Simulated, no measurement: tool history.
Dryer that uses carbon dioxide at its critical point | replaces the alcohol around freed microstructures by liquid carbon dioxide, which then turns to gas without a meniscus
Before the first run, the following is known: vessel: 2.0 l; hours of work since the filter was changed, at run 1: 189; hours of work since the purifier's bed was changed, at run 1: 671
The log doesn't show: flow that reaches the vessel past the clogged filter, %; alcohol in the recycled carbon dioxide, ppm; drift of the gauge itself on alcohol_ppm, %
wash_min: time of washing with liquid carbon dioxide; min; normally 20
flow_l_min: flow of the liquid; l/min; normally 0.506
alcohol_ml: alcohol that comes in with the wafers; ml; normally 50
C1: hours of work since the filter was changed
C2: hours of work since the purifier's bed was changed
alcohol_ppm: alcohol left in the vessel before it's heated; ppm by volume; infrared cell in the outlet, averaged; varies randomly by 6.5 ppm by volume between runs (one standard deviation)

run 1 day=0.000 | wash_min=20 flow_l_min=0.506 alcohol_ml=50 | C1=189 C2=671 | alcohol_ppm=471
run 2 day=1.538 | wash_min=20 flow_l_min=0.506 alcohol_ml=101 | C1=203 C2=685 | alcohol_ppm=807
run 3 day=4.146 | wash_min=20 flow_l_min=0.506 alcohol_ml=101 | C1=228 C2=710 | alcohol_ppm=841
run 4 day=6.267 | wash_min=20 flow_l_min=0.506 alcohol_ml=26 | C1=248 C2=730 | alcohol_ppm=326
-- day=7.408 purifier's bed changed
run 5 day=8.771 | wash_min=20 flow_l_min=0.506 alcohol_ml=26 | C1=270 C2=13 | alcohol_ppm=177
run 6 day=10.925 | wash_min=20 flow_l_min=0.506 alcohol_ml=50 | C1=291 C2=33 | alcohol_ppm=380
run 7 day=13.267 | wash_min=20 flow_l_min=0.506 alcohol_ml=50 | C1=313 C2=55 | alcohol_ppm=377
run 8 day=14.529 | wash_min=20 flow_l_min=0.506 alcohol_ml=50 | C1=324 C2=67 | alcohol_ppm=384
run 9 day=15.896 | wash_min=20 flow_l_min=0.506 alcohol_ml=50 | C1=337 C2=80 | alcohol_ppm=397
run 10 day=17.604 | wash_min=20 flow_l_min=0.506 alcohol_ml=50 | C1=353 C2=96 | alcohol_ppm=383
run 11 day=19.621 | wash_min=20 flow_l_min=0.332 alcohol_ml=68 | C1=372 C2=115 | alcohol_ppm=2196
run 12 day=20.721 | wash_min=14 flow_l_min=0.506 alcohol_ml=42 | C1=383 C2=125 | alcohol_ppm=1113
run 13 day=22.000 | wash_min=30 flow_l_min=0.536 alcohol_ml=79 | C1=395 C2=137 | alcohol_ppm=89
run 14 day=24.462 | wash_min=30 flow_l_min=0.536 alcohol_ml=79 | C1=418 C2=160 | alcohol_ppm=103
run 15 day=26.917 | wash_min=22 flow_l_min=0.472 alcohol_ml=39 | C1=441 C2=183 | alcohol_ppm=334
run 16 day=29.350 | wash_min=22 flow_l_min=0.472 alcohol_ml=39 | C1=464 C2=206 | alcohol_ppm=339
run 17 day=30.554 | wash_min=20 flow_l_min=0.506 alcohol_ml=91 | C1=475 C2=217 | alcohol_ppm=797

Branching from run 17: 5 alternative next runs. What would each branch give?
run A day=33.088 | wash_min=20 flow_l_min=0.671 alcohol_ml=25 | C1=499 C2=241 | alcohol_ppm=?
run B day=33.088 | wash_min=27 flow_l_min=0.537 alcohol_ml=22 | C1=499 C2=241 | alcohol_ppm=?
run C day=33.088 | wash_min=20 flow_l_min=0.472 alcohol_ml=91 | C1=499 C2=241 | alcohol_ppm=?
run D day=33.088 | wash_min=20 flow_l_min=0.506 alcohol_ml=47 | C1=499 C2=241 | alcohol_ppm=?
run E day=33.088 | wash_min=21 flow_l_min=0.506 alcohol_ml=37 | C1=499 C2=241 | alcohol_ppm=?

run=A alcohol_ppm=108
run=B alcohol_ppm=78
run=C alcohol_ppm=1057
run=D alcohol_ppm=443
run=E alcohol_ppm=309
Without the tool's hidden state the same runs would have given:
run=A alcohol_ppm=37
run=B alcohol_ppm=17
run=C alcohol_ppm=667
run=D alcohol_ppm=257
run=E alcohol_ppm=164
